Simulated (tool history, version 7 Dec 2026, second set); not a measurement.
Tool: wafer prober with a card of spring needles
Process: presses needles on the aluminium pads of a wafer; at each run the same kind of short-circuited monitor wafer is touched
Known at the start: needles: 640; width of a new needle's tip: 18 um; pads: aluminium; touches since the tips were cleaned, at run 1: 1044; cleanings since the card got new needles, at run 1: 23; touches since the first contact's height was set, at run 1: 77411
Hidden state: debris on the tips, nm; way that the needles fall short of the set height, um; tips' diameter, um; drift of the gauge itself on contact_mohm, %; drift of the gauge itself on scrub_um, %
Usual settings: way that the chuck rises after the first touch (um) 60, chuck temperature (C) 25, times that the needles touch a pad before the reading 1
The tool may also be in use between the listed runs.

run   hour  way that the chuck rises after the first touch (um)  chuck temperature (C)  times that the needles touch a pad before the reading  touches since the tips were cleaned  cleanings since the card got new needles  touches since the first contact's height was set  resistance of one needle with its contact and lead (mohm)  way that a needle slides on the pad (um)
  1    0.0                                                   60                     25                                                      1                                 1044                                        23                                             77411                                                        149                                     11.79
       4.4  -- tips cleaned on abrasive film
      11.9  -- tips cleaned on abrasive film
  2   11.9                                                   60                     25                                                      1                                    0                                        25                                             82288                                                        123                                     11.69
      19.1  -- tips cleaned on abrasive film
      26.0  -- tips cleaned on abrasive film
      33.2  -- tips cleaned on abrasive film
  3   33.2                                                   60                     25                                                      1                                    0                                        28                                             91010                                                        126                                     11.55
      40.4  -- tips cleaned on abrasive film
  4   43.4                                                   60                     25                                                      1                                 1237                                        29                                             95220                                                        155                                     11.61
      47.9  -- tips cleaned on abrasive film
      56.1  -- tips cleaned on abrasive film
  5   62.5                                                   60                     25                                                      1                                 2668                                        31                                            103100                                                        177                                     11.54
      63.6  -- tips cleaned on abrasive film
      71.6  -- tips cleaned on abrasive film
  6   74.2                                                   60                     25                                                      2                                 1081                                        33                                            107899                                                        140                                     11.48
      78.5  -- tips cleaned on abrasive film
  7   84.0                                                   60                     25                                                      2                                 2287                                        34                                            111909                                                        157                                     11.46
      86.7  -- tips cleaned on abrasive film
      95.1  -- tips cleaned on abrasive film
  8   97.9                                                   60                     25                                                      2                                 1169                                        36                                            117609                                                        141                                     11.49
      99.2  -- height of the first contact set anew
     102.4  -- tips cleaned on abrasive film
     109.9  -- tips cleaned on abrasive film
  9  109.9                                                   60                     25                                                      2                                    0                                        38                                              4362                                                        125                                     11.02
     117.3  -- tips cleaned on abrasive film
 10  120.1                                                   68                     50                                                      2                                 1177                                        39                                              8592                                                        143                                     12.89
     124.8  -- tips cleaned on abrasive film
 11  129.8                                                   42                     31                                                      2                                 2072                                        40                                             12573                                                        209                                      7.34
     132.8  -- tips cleaned on abrasive film
     140.1  -- tips cleaned on abrasive film
     147.4  -- tips cleaned on abrasive film
 12  149.1                                                   48                     25                                                      2                                  685                                        43                                             20476                                                        152                                      8.39

Forecast each of these 4 alternatives for the next run:
     155.2  -- tips cleaned on abrasive film
     162.4  -- tips cleaned on abrasive film
  A  167.4                                                   45                     25                                                      2                                 2051                                        45                                             28013                                                          ?                                         ?
     155.2  -- tips cleaned on abrasive film
     162.4  -- tips cleaned on abrasive film
  B  167.4                                                   57                     77                                                      1                                 2051                                        45                                             28013                                                          ?                                         ?
     155.2  -- tips cleaned on abrasive film
     162.4  -- tips cleaned on abrasive film
  C  167.4                                                   49                     69                                                      2                                 2051                                        45                                             28013                                                          ?                                         ?
     155.2  -- tips cleaned on abrasive film
     162.4  -- tips cleaned on abrasive film
  D  167.4                                                   42                     58                                                      2                                 2051                                        45                                             28013                                                          ?                                         ?

run  resistance of one needle with its contact and lead (mohm)  way that a needle slides on the pad (um)
  A                                                        192                                      7.78
  B                                                        190                                     10.27
  C                                                        184                                      8.78
  D                                                        209                                      7.31
Without the tool's hidden state the same runs would have given:
run  resistance of one needle with its contact and lead (mohm)  way that a needle slides on the pad (um)
  A                                                        125                                      9.13
  B                                                        129                                     11.62
  C                                                        131                                     10.13
  D                                                        133                                      8.66
